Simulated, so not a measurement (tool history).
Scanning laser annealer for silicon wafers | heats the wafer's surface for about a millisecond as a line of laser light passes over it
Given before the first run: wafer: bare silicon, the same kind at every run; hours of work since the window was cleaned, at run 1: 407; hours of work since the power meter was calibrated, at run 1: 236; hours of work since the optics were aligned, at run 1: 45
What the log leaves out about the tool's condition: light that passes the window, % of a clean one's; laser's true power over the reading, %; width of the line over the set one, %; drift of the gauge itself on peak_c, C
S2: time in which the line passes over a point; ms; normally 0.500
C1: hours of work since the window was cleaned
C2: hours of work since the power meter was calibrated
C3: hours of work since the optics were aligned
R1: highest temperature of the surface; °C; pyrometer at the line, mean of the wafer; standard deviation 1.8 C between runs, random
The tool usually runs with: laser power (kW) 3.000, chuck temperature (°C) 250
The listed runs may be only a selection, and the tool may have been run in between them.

Run 1, hour 0.0: usual settings; C1 407; C2 236; C3 45. Result: R1 992 °C.
Run 2, hour 17.7: usual settings; C1 420; C2 249; C3 58. Result: R1 997 °C.
Run 3, hour 29.5: usual settings; C1 428; C2 258; C3 67. Result: R1 999 °C.
Run 4, hour 42.3: usual settings; C1 438; C2 267; C3 76. Result: R1 993 °C.
Run 5, hour 53.1: usual settings; C1 446; C2 275; C3 84. Result: R1 989 °C.
Run 6, hour 66.2: usual settings; C1 455; C2 285; C3 94. Result: R1 993 °C.
Run 7, hour 79.7: usual settings but S2 0.521 ms; C1 465; C2 295; C3 104. Result: R1 1006 °C.
Run 8, hour 95.7: usual settings but S2 0.521 ms; C1 477; C2 307; C3 116. Result: R1 1005 °C.
Run 9, hour 103.9: usual settings but S2 0.521 ms; C1 483; C2 313; C3 122. Result: R1 1005 °C.
Run 10, hour 115.0: usual settings but S2 0.521 ms; C1 491; C2 321; C3 130. Result: R1 1007 °C.
Run 11, hour 130.6: usual settings but S2 0.521 ms; C1 503; C2 332; C3 141. Result: R1 1003 °C.
Run 12, hour 141.1: usual settings but S2 0.521 ms; C1 510; C2 340; C3 149. Result: R1 1002 °C.
Run 13, hour 152.8: usual settings but S2 0.521 ms; C1 519; C2 349; C3 158. Result: R1 1001 °C.
Run 14, hour 159.9: usual settings but S2 0.521 ms; C1 524; C2 354; C3 163. Result: R1 1000 °C.
Run 15, hour 171.6: usual settings but S2 0.521 ms; C1 533; C2 362; C3 172. Result: R1 999 °C.
Run 16, hour 179.1: usual settings but S2 0.606 ms; C1 538; C2 368; C3 177. Result: R1 1071 °C.
Run 17, hour 196.3: usual settings but S2 0.606 ms; C1 551; C2 381; C3 190. Result: R1 1064 °C.
Run 18, hour 211.8: usual settings but S2 0.472 ms; C1 562; C2 392; C3 201. Result: R1 952 °C.
At hour 214.7: window over the wafer cleaned.
Run 19, hour 222.6: usual settings but laser power (kW) 2.778, S2 0.432 ms, chuck temperature (°C) 273; C1 6; C2 398; C3 208. Result: R1 925 °C.
Run 20, hour 232.4: usual settings but S2 0.418 ms; C1 13; C2 406; C3 215. Result: R1 953 °C.
Run 21, hour 248.2: usual settings but S2 0.418 ms; C1 25; C2 417; C3 226. Result: R1 951 °C.
Run 22, hour 261.9: usual settings but S2 0.359 ms, chuck temperature (°C) 239; C1 35; C2 427; C3 237. Result: R1 879 °C.
Run 23, hour 270.0: usual settings but S2 0.359 ms, chuck temperature (°C) 239; C1 41; C2 433; C3 243. Result: R1 880 °C.
Run 24, hour 287.0: usual settings but S2 0.359 ms, chuck temperature (°C) 239; C1 53; C2 446; C3 255. Result: R1 877 °C.
Run 25, hour 299.1: usual settings but S2 0.359 ms, chuck temperature (°C) 239; C1 62; C2 455; C3 264. Result: R1 876 °C.
Run 26, hour 312.6: usual settings but S2 0.359 ms, chuck temperature (°C) 239; C1 72; C2 465; C3 274. Result: R1 876 °C.
Run 27, hour 327.7: usual settings but laser power (kW) 2.794, S2 0.527 ms, chuck temperature (°C) 224; C1 83; C2 476; C3 285. Result: R1 953 °C.
Run 28, hour 338.2: usual settings but laser power (kW) 2.817, S2 0.527 ms, chuck temperature (°C) 224; C1 91; C2 483; C3 293. Result: R1 959 °C.
Run 29, hour 348.8: usual settings but laser power (kW) 2.817, S2 0.527 ms, chuck temperature (°C) 224; C1 99; C2 491; C3 300. Result: R1 960 °C.
Run 30, hour 360.0: usual settings but laser power (kW) 2.817, S2 0.476 ms, chuck temperature (°C) 238; C1 107; C2 499; C3 309. Result: R1 928 °C.
Run 31, hour 369.8: usual settings but S2 0.589 ms, chuck temperature (°C) 270; C1 114; C2 507; C3 316. Result: R1 1115 °C.
Run 32, hour 377.6: usual settings but S2 0.589 ms, chuck temperature (°C) 270; C1 120; C2 512; C3 322. Result: R1 1118 °C.
Run 33, hour 385.9: usual settings but laser power (kW) 3.164, S2 0.614 ms, chuck temperature (°C) 237; C1 126; C2 519; C3 328. Result: R1 1163 °C.

Consider 4 possible next runs. They are alternatives, not a sequence: every one starts from the tool as it was left by run 33. What does each give?
Run A, hour 402.2: usual settings but laser power (kW) 2.682, S2 0.490 ms, chuck temperature (°C) 271; C1 138; C2 531; C3 340. Result: R1 ?.
Run B, hour 402.2: usual settings but laser power (kW) 2.949, S2 0.372 ms, chuck temperature (°C) 255; C1 138; C2 531; C3 340. Result: R1 ?.
Run C, hour 402.2: usual settings but laser power (kW) 3.164, S2 0.509 ms, chuck temperature (°C) 237; C1 138; C2 531; C3 340. Result: R1 ?.
Run D, hour 402.2: usual settings but laser power (kW) 2.580, chuck temperature (°C) 284; C1 138; C2 531; C3 340. Result: R1 ?.

run    R1
  A   928
  B   886
  C  1063
  D   918
Stripped of hidden state, with their random variation kept, the same runs would have yielded:
run    R1
  A   945
  B   902
  C  1084
  D   934
